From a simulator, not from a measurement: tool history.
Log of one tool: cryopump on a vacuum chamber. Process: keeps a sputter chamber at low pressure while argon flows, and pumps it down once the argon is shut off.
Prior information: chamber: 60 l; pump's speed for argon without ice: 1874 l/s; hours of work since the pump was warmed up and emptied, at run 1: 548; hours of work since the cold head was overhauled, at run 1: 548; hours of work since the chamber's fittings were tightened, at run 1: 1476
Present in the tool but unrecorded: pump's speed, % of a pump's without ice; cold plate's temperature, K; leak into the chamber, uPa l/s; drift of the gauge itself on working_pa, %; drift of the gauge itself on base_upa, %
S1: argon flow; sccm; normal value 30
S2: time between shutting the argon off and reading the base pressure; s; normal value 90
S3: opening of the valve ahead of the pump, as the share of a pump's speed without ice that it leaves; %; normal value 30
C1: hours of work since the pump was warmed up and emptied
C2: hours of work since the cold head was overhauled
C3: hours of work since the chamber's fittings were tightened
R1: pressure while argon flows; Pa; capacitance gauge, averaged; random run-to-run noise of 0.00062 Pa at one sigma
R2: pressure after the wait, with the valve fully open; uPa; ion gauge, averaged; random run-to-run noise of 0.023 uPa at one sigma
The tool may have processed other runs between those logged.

run	hour	S1	S2	S3	C1	C2	C3	R1	R2
1	0.0	30	90	30	548	548	1476	0.0952	1.65
2	9.0	30	90	30	554	554	1482	0.0944	1.63
3	18.7	30	90	30	560	560	1489	0.0954	1.64
4	32.2	30	90	30	570	570	1498	0.0940	1.67
5	51.4	30	90	30	583	583	1512	0.0939	1.66
6	70.5	30	90	18	596	596	1525	0.1548	1.71
7	80.8	30	90	30	604	604	1532	0.0950	1.69
8	90.4	30	90	21	610	610	1539	0.1329	1.66
9	104.3	30	90	30	620	620	1548	0.0949	1.69
10	118.0	30	90	30	629	629	1558	0.0957	1.71
11	128.5	30	90	30	637	637	1565	0.0947	1.69
12	142.9	28	90	30	646	646	1575	0.0895	1.73
13	154.3	30	90	28	654	654	1583	0.1025	1.73
14	168.1	30	22	30	664	664	1592	0.0946	3.58
15	183.0	30	22	30	674	674	1603	0.0959	3.56
16	202.0	27	90	30	687	687	1616	0.0864	1.74
17	218.8	30	90	30	699	699	1627	0.0959	1.77
18	236.1	41	105	21	711	711	1639	0.1835	1.66
19	251.3	41	105	21	722	722	1650	0.1857	1.71
20	261.2	27	187	31	728	728	1657	0.0834	1.50
21	275.1	27	187	22	738	738	1666	0.1168	1.53
22	292.2	27	187	22	750	750	1678	0.1172	1.56
23	308.7	27	187	22	761	761	1690	0.1161	1.49
24	322.3	27	65	24	771	771	1699	0.1069	2.04
25	330.5	59	42	47	776	776	1705	0.1274	2.53
26	350.3	16	151	17	790	790	1719	0.0885	1.65
27	363.2	30	90	21	799	799	1728	0.1353	1.91
28	382.5	32	90	44	812	812	1741	0.0736	1.91
29	399.9	29	90	27	824	824	1753	0.1022	1.88
30	418.7	57	234	30	837	837	1766	0.1855	1.59
31	427.9	30	26	21	844	844	1772	0.1356	3.43
32	447.1	48	52	16	857	857	1786	0.2834	2.36
33	457.1	44	51	20	864	864	1792	0.2116	2.40
34	467.7	12	92	29	871	871	1800	0.0407	1.87

Had the tool no unlogged condition, and each run kept its random variation, what would the results have been?
run	R1	R2
1	0.0906	0.76
2	0.0897	0.73
3	0.0907	0.75
4	0.0892	0.76
5	0.0890	0.75
6	0.1497	0.77
7	0.0898	0.77
8	0.1277	0.73
9	0.0897	0.75
10	0.0904	0.76
11	0.0892	0.75
12	0.0844	0.75
13	0.0969	0.75
14	0.0888	2.58
15	0.0900	2.57
16	0.0810	0.74
17	0.0898	0.73
18	0.1750	0.64
19	0.1770	0.66
20	0.0777	0.43
21	0.1110	0.48
22	0.1112	0.46
23	0.1100	0.43
24	0.1008	0.96
25	0.1137	1.42
26	0.0847	0.52
27	0.1282	0.77
28	0.0658	0.77
29	0.0951	0.74
30	0.1710	0.40
31	0.1280	2.22
32	0.2708	1.15
33	0.1999	1.19
34	0.0375	0.70

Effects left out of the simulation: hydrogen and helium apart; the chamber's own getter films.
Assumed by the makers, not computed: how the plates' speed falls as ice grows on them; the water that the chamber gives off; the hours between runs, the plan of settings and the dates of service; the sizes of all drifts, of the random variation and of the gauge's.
